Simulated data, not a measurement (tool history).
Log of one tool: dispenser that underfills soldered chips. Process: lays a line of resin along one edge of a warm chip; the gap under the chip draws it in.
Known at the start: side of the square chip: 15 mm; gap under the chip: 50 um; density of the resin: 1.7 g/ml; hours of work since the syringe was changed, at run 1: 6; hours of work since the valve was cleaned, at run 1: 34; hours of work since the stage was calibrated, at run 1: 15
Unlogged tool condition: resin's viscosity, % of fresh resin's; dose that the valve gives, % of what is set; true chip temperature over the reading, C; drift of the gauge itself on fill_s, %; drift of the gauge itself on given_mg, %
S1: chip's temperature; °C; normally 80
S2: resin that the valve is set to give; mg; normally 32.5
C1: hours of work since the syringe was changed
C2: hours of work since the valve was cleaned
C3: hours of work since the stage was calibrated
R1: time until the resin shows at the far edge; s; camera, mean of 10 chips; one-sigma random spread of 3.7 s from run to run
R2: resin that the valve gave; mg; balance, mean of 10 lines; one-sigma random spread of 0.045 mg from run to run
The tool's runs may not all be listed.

run	hour	S1	S2	C1	C2	C3	R1	R2
1	0.0	80	32.5	6	34	15	555.9	32.29
2	6.2	80	32.5	11	39	20	741.4	32.04
# hour 8.2: new syringe of resin
3	19.1	80	39.9	8	48	29	635.7	39.34
# hour 24.3: new syringe of resin
4	30.9	80	31.0	5	57	38	509.2	30.41
# hour 40.4: new syringe of resin
5	43.1	80	31.0	2	66	47	427.5	30.23
6	49.4	80	31.0	7	71	52	585.8	30.25
7	55.2	80	32.5	11	75	56	778.2	31.65
# hour 56.8: new syringe of resin
# hour 68.7: dispensing valve cleaned and set on the balance
8	69.9	80	34.2	9	1	66	674.1	34.16
# hour 74.4: new syringe of resin
9	76.0	71	41.0	1	5	71	635.8	40.81
10	85.1	71	41.0	8	12	78	991.7	40.76
# hour 90.8: new syringe of resin
11	95.0	77	32.4	3	20	85	525.1	32.08
# hour 106.8: new syringe of resin
12	108.9	77	32.4	2	30	96	493.2	32.03
13	118.8	88	38.9	9	38	103	455.5	38.27

What if the next run were any one of these 4? Each begins from the tool's condition after run 13:
# hour 122.8: new syringe of resin
A	131.6	69	28.6	7	47	113	?	?
# hour 122.8: new syringe of resin
B	131.6	88	33.5	7	47	113	?	?
# hour 122.8: new syringe of resin
C	131.6	77	34.2	7	47	113	?	?
# hour 122.8: new syringe of resin
D	131.6	88	28.7	7	47	113	?	?

run	R1	R2
A	1082.5	28.04
B	391.2	32.83
C	679.3	33.57
D	399.0	28.07
Had the tool no hidden state, the same runs would have come out as:
run	R1	R2
A	685.7	28.60
B	249.0	33.48
C	431.8	34.24
D	253.4	28.63

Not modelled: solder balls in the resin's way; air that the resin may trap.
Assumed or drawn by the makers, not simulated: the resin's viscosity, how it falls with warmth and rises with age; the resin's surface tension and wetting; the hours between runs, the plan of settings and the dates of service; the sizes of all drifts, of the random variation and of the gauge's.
